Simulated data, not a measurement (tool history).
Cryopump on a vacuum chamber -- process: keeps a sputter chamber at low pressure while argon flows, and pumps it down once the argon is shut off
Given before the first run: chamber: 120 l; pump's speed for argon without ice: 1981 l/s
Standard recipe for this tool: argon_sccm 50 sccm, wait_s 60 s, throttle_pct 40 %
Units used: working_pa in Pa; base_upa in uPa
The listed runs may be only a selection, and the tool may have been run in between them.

run	day	argon_sccm	wait_s	throttle_pct	working_pa	base_upa
1	0	50	60	40	0.1132	0.73
2	1.433	46	60	40	0.1027	0.72
3	2.792	50	60	40	0.1133	0.75
4	4.154	50	21	40	0.1124	1.53
5	5.046	50	60	40	0.1127	0.73
6	6.729	50	227	40	0.1122	0.42
7	7.917	50	227	40	0.1116	0.43
8	9.654	50	227	40	0.1128	0.46
9	11.371	50	227	40	0.1123	0.45
10	12.221	50	227	40	0.1128	0.48
11	13.154	50	227	40	0.1143	0.48
12	14.733	50	227	40	0.1131	0.46
13	15.433	50	60	40	0.114	0.87
14	16.833	50	60	40	0.1117	0.77
15	18.562	50	60	40	0.1133	0.84
16	19.358	50	60	40	0.1131	0.85
17	20.908	50	60	40	0.1137	0.85
18	21.971	82	20	27	0.2691	1.66
19	23.617	82	20	27	0.2735	1.66
20	24.633	82	20	27	0.2741	1.68
21	25.929	68	20	28	0.217	1.71
22	27.038	50	181	17	0.259	0.59
23	28.162	50	60	44	0.105	0.83
24	29.258	100	38	22	0.4049	1.13
25	30.092	50	60	20	0.223	0.91
26	31.604	50	182	29	0.1565	0.63
27	32.583	50	60	20	0.2224	0.91
28	33.671	50	60	20	0.2222	0.94
29	35.275	73	262	56	0.1244	0.58
# day 35.588: pump warmed up, emptied and cooled again
30	36.567	92	146	56	0.1414	0.65
31	38.162	92	146	56	0.1429	0.65
32	39.817	28	89	28	0.0853	0.74
33	40.692	50	29	48	0.0895	1.38
34	41.408	72	60	40	0.1551	0.86

A few steps of working_pa between consecutive runs. Split each: what settings, incoming material and random variation would produce without the hidden state, and what is left over for the hidden state, along with gauge scatter present in only one of the two compared results (measured, and without hidden state):
Hidden state at play: pump's speed, % of a pump's without ice; cold plate's temperature, K; leak into the chamber, uPa l/s; drift of the gauge itself on working_pa, %; drift of the gauge itself on base_upa, %.
Run 17 -> 18: argon_sccm 50 -> 82, wait_s 60 -> 20, throttle_pct 40 -> 27. working_pa +0.1554 Pa: hidden state +0.0048, all else +0.1506.
Run 23 -> 24: argon_sccm 50 -> 100, wait_s 60 -> 38, throttle_pct 44 -> 22. working_pa +0.2999 Pa: hidden state +0.0083, all else +0.2916.
Run 24 -> 25: argon_sccm 100 -> 50, wait_s 38 -> 60, throttle_pct 22 -> 20. working_pa -0.1819 Pa: hidden state -0.0081, all else -0.1738.
Run 29 -> 30: argon_sccm 73 -> 92, wait_s 262 -> 146, pump warmed up, emptied and cooled again. working_pa +0.017 Pa: hidden state -0.0117, all else +0.0287.
